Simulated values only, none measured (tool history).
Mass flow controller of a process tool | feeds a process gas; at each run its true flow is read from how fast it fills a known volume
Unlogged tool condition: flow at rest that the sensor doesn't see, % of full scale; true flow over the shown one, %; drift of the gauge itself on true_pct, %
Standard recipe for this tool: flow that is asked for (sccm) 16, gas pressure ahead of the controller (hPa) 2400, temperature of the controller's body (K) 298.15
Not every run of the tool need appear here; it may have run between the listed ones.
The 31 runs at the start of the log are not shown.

run,hour,flow that is asked for (sccm),gas pressure ahead of the controller (hPa),temperature of the controller's body (K),hours of work since the controller was set to zero,hours of work since the controller was changed,true flow (%)
32,2137.4,11,1540,298.15,2069,2069,100.42
33,2236.7,16,1630,301.15,2103,2103,100.64
34,2285.3,16,2060,298.15,2121,2121,100.18
35,2340.9,7,1710,298.15,2140,2140,100.62
36,2395.7,7,1710,298.15,2159,2159,100.53
37,2469,9,1650,312.15,2185,2185,101.54
38,2520,16,2350,298.15,2203,2203,99.98
39,2595,9,2200,299.15,2229,2229,100.16
40,2659.3,9,2200,299.15,2252,2252,100.12
41,2710.8,2,2400,299.15,2270,2270,104.7
42,2758,15,2400,298.15,2286,2286,99.93
43,2857.5,14,2270,298.15,2321,2321,99.98
44,2917,9,1850,302.15,2342,2342,100.72
45,3020.1,9,1850,302.15,2378,2378,100.73
46,3113.2,10,1850,298.15,2411,2411,100.4
47,3188.5,3,1490,298.15,2437,2437,103.55
48,3234.5,2,1490,305.15,2454,2454,106.36
49,3295.7,6,1430,298.15,2475,2475,101.24

3 ways to go on from here, each from the tool as it stands after run 49. What would each give?
A,3395.5,16,1550,295.15,2510,2510,?
B,3395.5,7,1750,306.15,2510,2510,?
C,3395.5,6,1560,299.15,2510,2510,?

run,true flow (%)
A,100.48
B,101.44
C,101.25
What these runs would have given with no unlogged condition in the tool:
run,true flow (%)
A,99.74
B,99.49
C,98.93
